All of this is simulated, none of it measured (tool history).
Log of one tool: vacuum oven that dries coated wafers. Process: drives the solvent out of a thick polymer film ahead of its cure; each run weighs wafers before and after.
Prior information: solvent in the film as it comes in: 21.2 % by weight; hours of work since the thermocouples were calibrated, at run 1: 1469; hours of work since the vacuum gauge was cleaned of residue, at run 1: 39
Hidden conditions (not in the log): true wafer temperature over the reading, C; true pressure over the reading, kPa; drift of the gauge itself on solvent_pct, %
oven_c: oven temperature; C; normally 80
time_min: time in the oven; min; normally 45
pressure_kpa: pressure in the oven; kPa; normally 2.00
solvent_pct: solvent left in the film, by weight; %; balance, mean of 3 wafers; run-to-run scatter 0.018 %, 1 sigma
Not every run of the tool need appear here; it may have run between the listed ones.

| run | hour | oven_c | time_min | pressure_kpa | hours of work since the thermocouples were calibrated | hours of work since the vacuum gauge was cleaned of residue | solvent_pct |
|---|---|---|---|---|---|---|---|
| 1 | 0.0 | 80 | 45 | 2.00 | 1469 | 39 | 1.68 |
| 2 | 10.5 | 80 | 45 | 2.00 | 1473 | 44 | 1.63 |
| 3 | 20.2 | 80 | 45 | 2.00 | 1477 | 48 | 1.65 |
| 4 | 31.1 | 80 | 45 | 2.00 | 1482 | 53 | 1.64 |
| 5 | 38.9 | 80 | 45 | 2.00 | 1485 | 56 | 1.65 |
| 6 | 45.9 | 80 | 45 | 2.00 | 1488 | 59 | 1.65 |
| 7 | 51.2 | 80 | 45 | 2.00 | 1490 | 61 | 1.65 |
| 8 | 57.8 | 80 | 45 | 2.00 | 1493 | 64 | 1.66 |
| 9 | 65.5 | 80 | 45 | 2.00 | 1496 | 67 | 1.64 |
| 10 | 71.4 | 80 | 45 | 2.00 | 1499 | 70 | 1.67 |
| 11 | 81.1 | 80 | 45 | 2.00 | 1503 | 74 | 1.65 |
| 12 | 89.4 | 80 | 45 | 2.00 | 1507 | 78 | 1.63 |
| 13 | 99.1 | 80 | 25 | 2.00 | 1511 | 82 | 3.99 |
| 14 | 109.5 | 80 | 45 | 3.99 | 1515 | 86 | 2.43 |
| 15 | 115.0 | 80 | 45 | 3.99 | 1518 | 89 | 2.40 |
| 16 | 123.9 | 80 | 45 | 5.35 | 1521 | 92 | 2.88 |
| 17 | 132.8 | 80 | 45 | 2.00 | 1525 | 96 | 1.67 |
| 18 | 139.9 | 80 | 45 | 1.53 | 1528 | 99 | 1.48 |
|  | 146.3 | oven's thermocouples calibrated |
| 19 | 147.0 | 80 | 45 | 2.00 | 0 | 101 | 1.94 |
| 20 | 157.3 | 80 | 45 | 2.00 | 5 | 106 | 1.94 |
| 21 | 162.9 | 80 | 45 | 2.00 | 7 | 108 | 1.92 |
| 22 | 168.7 | 80 | 45 | 3.94 | 10 | 111 | 2.73 |
| 23 | 177.6 | 80 | 45 | 3.94 | 13 | 114 | 2.68 |
| 24 | 188.3 | 80 | 45 | 3.94 | 18 | 119 | 2.72 |
| 25 | 193.1 | 87 | 39 | 2.07 | 20 | 121 | 1.30 |
| 26 | 199.0 | 88 | 58 | 5.59 | 22 | 124 | 1.81 |
| 27 | 209.2 | 80 | 44 | 7.80 | 27 | 128 | 4.30 |
| 28 | 216.7 | 86 | 45 | 4.45 | 30 | 131 | 1.92 |
| 29 | 226.9 | 86 | 45 | 4.45 | 34 | 135 | 1.89 |
| 30 | 237.5 | 89 | 23 | 2.86 | 39 | 140 | 2.79 |
| 31 | 248.3 | 86 | 39 | 2.86 | 44 | 145 | 1.65 |
| 32 | 260.1 | 86 | 45 | 4.43 | 49 | 150 | 1.87 |
| 33 | 269.1 | 76 | 35 | 7.94 | 52 | 154 | 6.40 |
| 34 | 279.4 | 88 | 45 | 2.00 | 57 | 158 | 0.94 |
| 35 | 288.9 | 80 | 55 | 7.33 | 61 | 162 | 3.62 |
| 36 | 297.1 | 80 | 51 | 3.17 | 64 | 165 | 2.09 |
| 37 | 306.0 | 69 | 38 | 3.17 | 68 | 169 | 6.29 |
| 38 | 311.1 | 69 | 38 | 3.17 | 70 | 171 | 6.24 |
| 39 | 319.9 | 79 | 45 | 2.80 | 74 | 175 | 2.45 |
| 40 | 330.3 | 70 | 43 | 2.56 | 79 | 180 | 4.95 |
| 41 | 341.8 | 70 | 43 | 2.56 | 83 | 185 | 4.92 |
| 42 | 349.4 | 78 | 50 | 2.00 | 87 | 188 | 1.99 |
| 43 | 355.0 | 94 | 50 | 2.45 | 89 | 190 | 0.68 |
| 44 | 364.0 | 80 | 45 | 2.99 | 93 | 194 | 2.30 |
| 45 | 369.8 | 80 | 65 | 2.16 | 95 | 197 | 1.28 |
| 46 | 379.1 | 80 | 65 | 2.16 | 99 | 201 | 1.24 |
| 47 | 384.0 | 68 | 64 | 2.16 | 102 | 203 | 3.46 |
| 48 | 390.6 | 74 | 76 | 4.06 | 104 | 205 | 2.70 |

Hidden state or all else? Some run-to-run changes of solvent_pct, split into what the settings, what came in and random variation would give without the hidden state, and what is left for the hidden state (with any gauge scatter that isn't in both results):
Run 12 -> 13: time_min 45 -> 25. solvent_pct +2.36 %: hidden state -0.26, all else +2.62.
Run 13 -> 14: time_min 25 -> 45, pressure_kpa 2.00 -> 3.99. solvent_pct -1.56 %: hidden state +0.21, all else -1.77.
Run 18 -> 19: pressure_kpa 1.53 -> 2.00, oven's thermocouples calibrated. solvent_pct +0.46 %: hidden state +0.28, all else +0.18.
Run 32 -> 33: oven_c 86 -> 76, time_min 45 -> 35, pressure_kpa 4.43 -> 7.94. solvent_pct +4.53 %: hidden state -0.07, all else +4.60.
Run 33 -> 34: oven_c 76 -> 88, time_min 35 -> 45, pressure_kpa 7.94 -> 2.00. solvent_pct -5.46 %: hidden state +0.09, all else -5.55.
Run 36 -> 37: oven_c 80 -> 69, time_min 51 -> 38. solvent_pct +4.20 %: hidden state -0.07, all else +4.27.
